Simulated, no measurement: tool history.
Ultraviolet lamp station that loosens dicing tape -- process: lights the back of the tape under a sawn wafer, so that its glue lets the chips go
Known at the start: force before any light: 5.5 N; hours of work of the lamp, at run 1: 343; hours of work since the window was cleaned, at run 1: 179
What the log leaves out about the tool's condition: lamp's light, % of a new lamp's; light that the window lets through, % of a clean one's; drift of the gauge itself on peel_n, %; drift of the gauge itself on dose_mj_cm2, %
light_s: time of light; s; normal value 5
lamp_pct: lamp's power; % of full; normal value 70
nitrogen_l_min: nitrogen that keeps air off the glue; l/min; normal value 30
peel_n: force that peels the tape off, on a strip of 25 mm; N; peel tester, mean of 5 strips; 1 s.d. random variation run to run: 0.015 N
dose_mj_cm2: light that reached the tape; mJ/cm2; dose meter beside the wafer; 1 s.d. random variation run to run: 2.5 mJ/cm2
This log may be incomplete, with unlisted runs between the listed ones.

run,day,light_s,lamp_pct,nitrogen_l_min,hours of work of the lamp,hours of work since the window was cleaned,peel_n,dose_mj_cm2
1,0,5,70,30,343,179,0.694,298
2,0.775,5,70,30,356,192,0.689,297
3,1.242,5,70,30,364,200,0.667,298
4,2.012,5,70,30,378,214,0.717,301
5,2.425,5,70,30,385,221,0.688,293
6,3.033,5,70,20,396,232,0.898,295
7,3.704,5,70,20,408,243,0.891,294
8,4.204,5,70,20,416,252,0.912,301
9,4.95,4,70,20,430,265,1.254,238
10,5.383,5,70,19,437,273,0.943,299
11,6.017,5,70,19,448,284,0.923,299
12,6.388,5,70,19,455,291,0.96,294
13,6.929,5,70,39,464,300,0.575,296
14,7.662,5,70,39,477,313,0.565,292
15,8.338,5,70,39,489,325,0.573,301
16,9.133,5,70,39,503,339,0.571,298
17,9.479,5,72,30,509,345,0.644,307
18,9.917,5,70,30,517,352,0.658,296
19,10.454,5,70,30,526,362,0.679,296
20,11.1,5,70,30,537,373,0.698,298
21,11.817,5,70,30,550,386,0.671,295
22,12.258,5,70,30,558,393,0.701,296
23,13.012,5,89,31,571,407,0.447,376
24,13.592,4,70,30,581,417,0.946,232
25,13.921,4,70,30,587,423,0.972,236
26,14.621,4,88,48,599,435,0.511,299
27,15.067,2,96,30,607,443,1.615,162
28,15.758,2,96,30,619,455,1.596,160
29,16.533,5,83,30,633,468,0.507,345
30,16.938,5,83,30,640,476,0.522,350
31,17.383,5,83,30,648,483,0.527,350
32,17.858,8,71,30,656,492,0.301,481
33,18.496,8,71,30,667,503,0.33,483
34,18.867,8,70,30,674,509,0.321,478

Estimate the outcome of run 35 from the log above:
35,19.533,5,88,30,685,521,?,?

Logged for run 35: peel_n 0.461 N, dose_mj_cm2 375 mJ/cm2.
On a tool with no hidden condition, and with the same random variation, this run would have come out at peel_n 0.46 N, dose_mj_cm2 376 mJ/cm2.
